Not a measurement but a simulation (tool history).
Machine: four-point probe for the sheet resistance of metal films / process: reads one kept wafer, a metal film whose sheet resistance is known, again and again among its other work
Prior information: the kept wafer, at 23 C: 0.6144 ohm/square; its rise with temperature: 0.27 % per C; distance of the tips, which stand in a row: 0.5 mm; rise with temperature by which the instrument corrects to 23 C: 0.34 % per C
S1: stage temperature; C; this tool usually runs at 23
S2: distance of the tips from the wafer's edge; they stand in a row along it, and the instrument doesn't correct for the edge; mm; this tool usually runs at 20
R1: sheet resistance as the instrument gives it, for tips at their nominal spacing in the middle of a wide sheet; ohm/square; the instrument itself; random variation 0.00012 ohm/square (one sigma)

Run 1, hour 0: usual settings. Result: R1 0.611356 ohm/square.
Run 2, hour 12.9: usual settings. Result: R1 0.611566 ohm/square.
Run 3, hour 26.5: usual settings but S2 51 mm. Result: R1 0.611129 ohm/square.
Run 4, hour 43.1: usual settings but S1 26 C. Result: R1 0.610367 ohm/square.
Run 5, hour 55.4: usual settings but S1 26 C. Result: R1 0.610238 ohm/square.
Run 6, hour 72.4: usual settings but S1 26 C. Result: R1 0.610309 ohm/square.
Run 7, hour 79.9: usual settings but S1 26 C. Result: R1 0.610317 ohm/square.
Run 8, hour 88.3: usual settings but S1 26 C, S2 6 mm. Result: R1 0.612507 ohm/square.
Run 9, hour 107: usual settings but S1 26 C, S2 6 mm. Result: R1 0.612174 ohm/square.
Run 10, hour 117.7: usual settings but S2 4 mm. Result: R1 0.616244 ohm/square.
Run 11, hour 133.9: usual settings but S2 4 mm. Result: R1 0.616321 ohm/square.
Run 12, hour 141.5: usual settings but S2 4 mm. Result: R1 0.616247 ohm/square.
Run 13, hour 151.3: usual settings but S2 4 mm. Result: R1 0.616435 ohm/square.
Run 14, hour 165.2: usual settings but S2 4 mm. Result: R1 0.616274 ohm/square.
Run 15, hour 176.4: usual settings but S2 38 mm. Result: R1 0.611061 ohm/square.
Run 16, hour 184.5: usual settings but S2 38 mm. Result: R1 0.61113 ohm/square.
Run 17, hour 196.1: usual settings but S2 38 mm. Result: R1 0.611263 ohm/square.
Run 18, hour 214.1: usual settings but S2 38 mm. Result: R1 0.611007 ohm/square.
Run 19, hour 223.5: usual settings. Result: R1 0.611276 ohm/square.
Run 20, hour 232.9: usual settings. Result: R1 0.611261 ohm/square.
Run 21, hour 250.2: usual settings. Result: R1 0.611331 ohm/square.
Run 22, hour 264.5: usual settings but S1 34 C. Result: R1 0.607151 ohm/square.
Run 23, hour 282.9: usual settings. Result: R1 0.611129 ohm/square.
Run 24, hour 290.8: usual settings but S1 33 C. Result: R1 0.607587 ohm/square.
Run 25, hour 299.8: usual settings but S1 22 C, S2 40 mm. Result: R1 0.61121 ohm/square.
Run 26, hour 308.2: usual settings but S1 26 C, S2 4 mm. Result: R1 0.614817 ohm/square.
Run 27, hour 318.7: usual settings but S1 24 C, S2 17 mm. Result: R1 0.61095 ohm/square.
Run 28, hour 331.8: usual settings but S1 26 C, S2 4 mm. Result: R1 0.614803 ohm/square.
Run 29, hour 341.2: usual settings but S1 26 C, S2 6 mm. Result: R1 0.612023 ohm/square.
Run 30, hour 351.5: usual settings but S1 26 C, S2 6 mm. Result: R1 0.612022 ohm/square.
Run 31, hour 361.3: usual settings but S1 26 C, S2 44 mm. Result: R1 0.610114 ohm/square.
Run 32, hour 379.3: usual settings but S1 26 C, S2 44 mm. Result: R1 0.609624 ohm/square.
Run 33, hour 392.2: usual settings but S1 24 C, S2 25 mm. Result: R1 0.610622 ohm/square.
Run 34, hour 408.5: usual settings but S1 25 C, S2 3 mm. Result: R1 0.619003 ohm/square.
Run 35, hour 423.6: usual settings but S1 19 C. Result: R1 0.612483 ohm/square.
Run 36, hour 434.5: usual settings but S1 19 C. Result: R1 0.612496 ohm/square.
Run 37, hour 447: usual settings but S1 32 C, S2 34 mm. Result: R1 0.607603 ohm/square.
Run 38, hour 465.2: usual settings but S1 32 C, S2 34 mm. Result: R1 0.607558 ohm/square.
Run 39, hour 480.1: usual settings but S1 21 C, S2 7 mm. Result: R1 0.612802 ohm/square.
Run 40, hour 492: usual settings but S1 26 C, S2 7 mm. Result: R1 0.611344 ohm/square.
Run 41, hour 506.3: usual settings but S1 26 C, S2 7 mm. Result: R1 0.611089 ohm/square.
Run 42, hour 518: usual settings but S1 32 C, S2 11 mm. Result: R1 0.608116 ohm/square.
Run 43, hour 531.8: usual settings but S1 32 C, S2 11 mm. Result: R1 0.607998 ohm/square.
Run 44, hour 546.9: usual settings but S2 4 mm. Result: R1 0.615797 ohm/square.
Run 45, hour 555.6: usual settings but S1 29 C, S2 3 mm. Result: R1 0.6172 ohm/square.

Consider 4 possible next runs. They are alternatives, not a sequence: every one starts from the tool as it was left by run 45. What does each give?
Run A, hour 564.7: usual settings but S1 19 C, S2 5 mm. Result: R1 ?.
Run B, hour 564.7: usual settings but S1 29 C, S2 8 mm. Result: R1 ?.
Run C, hour 564.7: usual settings but S1 28 C, S2 5 mm. Result: R1 ?.
Run D, hour 564.7: usual settings but S1 33 C, S2 6 mm. Result: R1 ?.

run        R1
  A  0.615372
  B  0.609666
  C  0.612099
  D  0.609272
Take away the tool's hidden state, keep each run's random variation, and the runs would have read:
run        R1
  A  0.619189
  B  0.613462
  C  0.615908
  D   0.61307
